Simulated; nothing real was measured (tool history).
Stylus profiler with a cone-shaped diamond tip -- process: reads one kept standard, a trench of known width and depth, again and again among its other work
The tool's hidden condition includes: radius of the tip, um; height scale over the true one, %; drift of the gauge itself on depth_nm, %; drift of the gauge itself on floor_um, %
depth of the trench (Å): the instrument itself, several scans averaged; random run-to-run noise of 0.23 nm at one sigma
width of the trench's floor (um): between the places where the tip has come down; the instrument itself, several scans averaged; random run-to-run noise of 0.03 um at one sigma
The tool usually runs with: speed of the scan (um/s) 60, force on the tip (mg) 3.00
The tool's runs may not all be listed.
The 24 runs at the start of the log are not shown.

run	day	speed of the scan (um/s)	force on the tip (mg)	scans with this tip	hours of work since the height scale was calibrated	depth of the trench (Å)	width of the trench's floor (um)
25	27.392	59	3.73	12902	1062	10136.6	93.28
26	28.338	20	1.10	13028	1072	10070.6	93.37
27	29.125	60	3.64	13133	1081	10139.6	93.23
28	30.304	173	2.16	13291	1094	10107.8	92.43
29	31.796	173	2.16	13490	1110	10104.7	92.35
30	32.629	224	8.05	13601	1119	10224.1	92.75
# day 33.683: new tip fitted, height scale calibrated
31	34.221	224	8.05	72	6	10204.5	95.15
32	35.542	60	3.58	248	20	10123.6	95.57
33	36.250	60	3.58	343	28	10118.2	95.59
34	37.079	60	3.58	454	37	10122.1	95.57
35	38.188	95	6.62	602	49	10182.6	95.47
36	39.312	95	6.62	752	62	10179.7	95.42
37	40.233	95	6.62	875	72	10184.2	95.44
38	41.738	17	2.61	1076	89	10099.2	95.56
39	42.825	105	2.38	1222	100	10091.2	95.03
40	43.950	131	3.00	1372	113	10109.2	94.89

Here are 4 independent what-if runs from the current tool condition. What would each one return?
A	44.992	60	3.98	1511	124	?	?
B	44.992	131	1.32	1511	124	?	?
C	44.992	181	5.22	1511	124	?	?
D	44.992	98	1.85	1511	124	?	?

run	depth of the trench (Å)	width of the trench's floor (um)
A	10133.5	95.28
B	10066.7	94.53
C	10157.6	94.88
D	10083.1	94.91
Stripped of hidden state, with their random variation kept, the same runs would have yielded:
run	depth of the trench (Å)	width of the trench's floor (um)
A	10128.9	95.69
B	10062.1	94.94
C	10153.0	95.29
D	10078.6	95.32
